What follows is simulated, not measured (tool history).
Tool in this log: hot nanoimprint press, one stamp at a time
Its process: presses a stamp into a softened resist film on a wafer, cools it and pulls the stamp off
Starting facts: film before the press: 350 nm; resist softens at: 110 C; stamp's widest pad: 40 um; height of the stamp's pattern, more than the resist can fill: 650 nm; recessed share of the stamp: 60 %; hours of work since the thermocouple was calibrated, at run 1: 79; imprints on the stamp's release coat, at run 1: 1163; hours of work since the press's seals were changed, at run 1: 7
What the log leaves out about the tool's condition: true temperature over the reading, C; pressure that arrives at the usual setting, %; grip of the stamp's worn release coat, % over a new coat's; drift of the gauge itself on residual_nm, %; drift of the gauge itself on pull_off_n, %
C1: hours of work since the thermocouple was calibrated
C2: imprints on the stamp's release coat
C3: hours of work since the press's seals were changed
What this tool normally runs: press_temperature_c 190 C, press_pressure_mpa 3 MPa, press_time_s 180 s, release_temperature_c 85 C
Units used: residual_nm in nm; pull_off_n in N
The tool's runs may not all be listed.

{"run": 1, "hour": 0.0, "press_temperature_c": 190, "press_pressure_mpa": 3, "press_time_s": 180, "release_temperature_c": 85, "C1": 79, "C2": 1163, "C3": 7, "residual_nm": 152.3, "pull_off_n": 273}
{"run": 2, "hour": 7.4, "press_temperature_c": 190, "press_pressure_mpa": 3, "press_time_s": 247, "release_temperature_c": 85, "C1": 82, "C2": 1181, "C3": 10, "residual_nm": 136.8, "pull_off_n": 265}
{"run": 3, "hour": 12.2, "press_temperature_c": 186, "press_pressure_mpa": 3, "press_time_s": 247, "release_temperature_c": 85, "C1": 84, "C2": 1193, "C3": 12, "residual_nm": 153.3, "pull_off_n": 267}
{"run": 4, "hour": 19.9, "press_temperature_c": 186, "press_pressure_mpa": 3, "press_time_s": 247, "release_temperature_c": 85, "C1": 87, "C2": 1212, "C3": 15, "residual_nm": 153.2, "pull_off_n": 268}
{"run": 5, "hour": 24.1, "press_temperature_c": 186, "press_pressure_mpa": 3, "press_time_s": 247, "release_temperature_c": 85, "C1": 89, "C2": 1222, "C3": 16, "residual_nm": 153.8, "pull_off_n": 266}
{"run": 6, "hour": 32.6, "press_temperature_c": 190, "press_pressure_mpa": 3, "press_time_s": 180, "release_temperature_c": 85, "C1": 92, "C2": 1243, "C3": 20, "residual_nm": 150.8, "pull_off_n": 263}
{"run": 7, "hour": 41.0, "press_temperature_c": 190, "press_pressure_mpa": 4.29, "press_time_s": 180, "release_temperature_c": 85, "C1": 96, "C2": 1264, "C3": 23, "residual_nm": 124, "pull_off_n": 270}
{"run": 8, "hour": 50.5, "press_temperature_c": 190, "press_pressure_mpa": 3, "press_time_s": 180, "release_temperature_c": 85, "C1": 100, "C2": 1287, "C3": 27, "residual_nm": 152.8, "pull_off_n": 277}
{"run": 9, "hour": 59.3, "press_temperature_c": 190, "press_pressure_mpa": 3, "press_time_s": 180, "release_temperature_c": 85, "C1": 103, "C2": 1309, "C3": 31, "residual_nm": 152.2, "pull_off_n": 282}
{"run": 10, "hour": 69.2, "press_temperature_c": 190, "press_pressure_mpa": 3, "press_time_s": 180, "release_temperature_c": 85, "C1": 107, "C2": 1333, "C3": 35, "residual_nm": 152.9, "pull_off_n": 278}
{"run": 11, "hour": 73.4, "press_temperature_c": 190, "press_pressure_mpa": 3, "press_time_s": 180, "release_temperature_c": 85, "C1": 109, "C2": 1343, "C3": 37, "residual_nm": 152.3, "pull_off_n": 277}
{"run": 12, "hour": 80.8, "press_temperature_c": 194, "press_pressure_mpa": 3.12, "press_time_s": 180, "release_temperature_c": 85, "C1": 112, "C2": 1361, "C3": 40, "residual_nm": 133.6, "pull_off_n": 284}
{"run": 13, "hour": 85.3, "press_temperature_c": 202, "press_pressure_mpa": 2.3, "press_time_s": 160, "release_temperature_c": 84, "C1": 114, "C2": 1373, "C3": 42, "residual_nm": 134.1, "pull_off_n": 292}
{"run": 14, "hour": 94.3, "press_temperature_c": 198, "press_pressure_mpa": 4.67, "press_time_s": 180, "release_temperature_c": 85, "C1": 118, "C2": 1395, "C3": 45, "residual_nm": 93.8, "pull_off_n": 278}
{"run": 15, "hour": 104.0, "press_temperature_c": 189, "press_pressure_mpa": 4.7, "press_time_s": 192, "release_temperature_c": 85, "C1": 122, "C2": 1418, "C3": 49, "residual_nm": 118.5, "pull_off_n": 282}
{"run": 16, "hour": 111.0, "press_temperature_c": 194, "press_pressure_mpa": 1.99, "press_time_s": 208, "release_temperature_c": 72, "C1": 125, "C2": 1435, "C3": 52, "residual_nm": 163.1, "pull_off_n": 346}
{"run": 17, "hour": 117.8, "press_temperature_c": 191, "press_pressure_mpa": 2.69, "press_time_s": 164, "release_temperature_c": 84, "C1": 127, "C2": 1452, "C3": 55, "residual_nm": 162.6, "pull_off_n": 286}
{"run": 18, "hour": 126.6, "press_temperature_c": 191, "press_pressure_mpa": 2.69, "press_time_s": 164, "release_temperature_c": 84, "C1": 131, "C2": 1474, "C3": 59, "residual_nm": 162.4, "pull_off_n": 278}
{"run": 19, "hour": 136.1, "press_temperature_c": 191, "press_pressure_mpa": 2.05, "press_time_s": 164, "release_temperature_c": 84, "C1": 135, "C2": 1497, "C3": 63, "residual_nm": 188.3, "pull_off_n": 292}
{"run": 20, "hour": 141.7, "press_temperature_c": 191, "press_pressure_mpa": 2.05, "press_time_s": 164, "release_temperature_c": 73, "C1": 137, "C2": 1511, "C3": 65, "residual_nm": 187.1, "pull_off_n": 337}
{"run": 21, "hour": 146.2, "press_temperature_c": 186, "press_pressure_mpa": 4.12, "press_time_s": 105, "release_temperature_c": 86, "C1": 139, "C2": 1522, "C3": 67, "residual_nm": 173.7, "pull_off_n": 287}
{"run": 22, "hour": 155.3, "press_temperature_c": 181, "press_pressure_mpa": 3.8, "press_time_s": 96, "release_temperature_c": 88, "C1": 143, "C2": 1544, "C3": 71, "residual_nm": 212.8, "pull_off_n": 269}

Below are 3 alternative next runs, each starting from the tool's condition after run 22. Predict each:
{"run": "A", "hour": 165.2, "press_temperature_c": 179, "press_pressure_mpa": 3.41, "press_time_s": 180, "release_temperature_c": 85, "C1": 147, "C2": 1568, "C3": 75, "residual_nm": "?", "pull_off_n": "?"}
{"run": "B", "hour": 165.2, "press_temperature_c": 190, "press_pressure_mpa": 4.13, "press_time_s": 140, "release_temperature_c": 71, "C1": 147, "C2": 1568, "C3": 75, "residual_nm": "?", "pull_off_n": "?"}
{"run": "C", "hour": 165.2, "press_temperature_c": 193, "press_pressure_mpa": 3, "press_time_s": 112, "release_temperature_c": 81, "C1": 147, "C2": 1568, "C3": 75, "residual_nm": "?", "pull_off_n": "?"}

run=A residual_nm=198.5 pull_off_n=295
run=B residual_nm=140.4 pull_off_n=356
run=C residual_nm=166.2 pull_off_n=305
The same runs, with their run-to-run variation unchanged, on a tool lacking any hidden condition would have given:
run=A residual_nm=193.8 pull_off_n=203
run=B residual_nm=137.1 pull_off_n=245
run=C residual_nm=162.7 pull_off_n=209

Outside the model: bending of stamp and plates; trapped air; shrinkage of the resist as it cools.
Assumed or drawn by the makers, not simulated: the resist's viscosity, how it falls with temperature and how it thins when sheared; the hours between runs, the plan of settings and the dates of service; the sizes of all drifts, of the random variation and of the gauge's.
